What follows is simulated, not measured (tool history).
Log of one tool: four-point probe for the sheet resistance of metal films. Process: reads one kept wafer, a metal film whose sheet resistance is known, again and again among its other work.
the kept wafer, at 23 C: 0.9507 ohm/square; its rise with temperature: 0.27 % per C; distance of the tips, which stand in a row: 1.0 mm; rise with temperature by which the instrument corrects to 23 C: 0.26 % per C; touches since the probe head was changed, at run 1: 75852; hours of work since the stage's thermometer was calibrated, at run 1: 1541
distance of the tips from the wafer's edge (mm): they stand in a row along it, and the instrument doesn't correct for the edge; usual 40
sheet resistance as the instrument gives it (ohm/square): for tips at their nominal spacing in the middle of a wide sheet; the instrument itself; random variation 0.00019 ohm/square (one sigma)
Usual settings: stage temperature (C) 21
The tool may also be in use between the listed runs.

run	hour	stage temperature (C)	distance of the tips from the wafer's edge (mm)	touches since the probe head was changed	hours of work since the stage's thermometer was calibrated	sheet resistance as the instrument gives it (ohm/square)
1	0.0	21	40	75852	1541	0.941190
2	109.4	34	40	78225	1611	0.942961
3	212.0	34	40	80452	1677	0.941892
4	343.4	34	40	83301	1762	0.941995
5	476.6	21	40	86191	1848	0.939900
6	554.9	21	40	87890	1899	0.939963
7	662.5	21	40	90224	1968	0.939485
8	794.7	32	4	93091	2054	0.970937
# hour 865.3: stage's thermometer calibrated
9	937.5	19	7	96179	47	0.947651
10	1014.3	19	7	97844	96	0.947278
11	1084.5	23	10	99366	141	0.942085
12	1166.1	23	10	101136	194	0.941935
13	1284.3	18	23	103701	270	0.937216
14	1393.2	28	4	106063	341	0.967319

Forecast each of these 4 alternatives for the next run:
A	1474.3	20	4	107822	393	?
B	1474.3	28	5	107822	393	?
C	1474.3	27	31	107822	393	?
D	1474.3	30	25	107822	393	?

run	sheet resistance as the instrument gives it (ohm/square)
A	0.966459
B	0.956644
C	0.937353
D	0.938132
Without the tool's hidden state the same runs would have given:
run	sheet resistance as the instrument gives it (ohm/square)
A	0.981426
B	0.971387
C	0.951826
D	0.952587

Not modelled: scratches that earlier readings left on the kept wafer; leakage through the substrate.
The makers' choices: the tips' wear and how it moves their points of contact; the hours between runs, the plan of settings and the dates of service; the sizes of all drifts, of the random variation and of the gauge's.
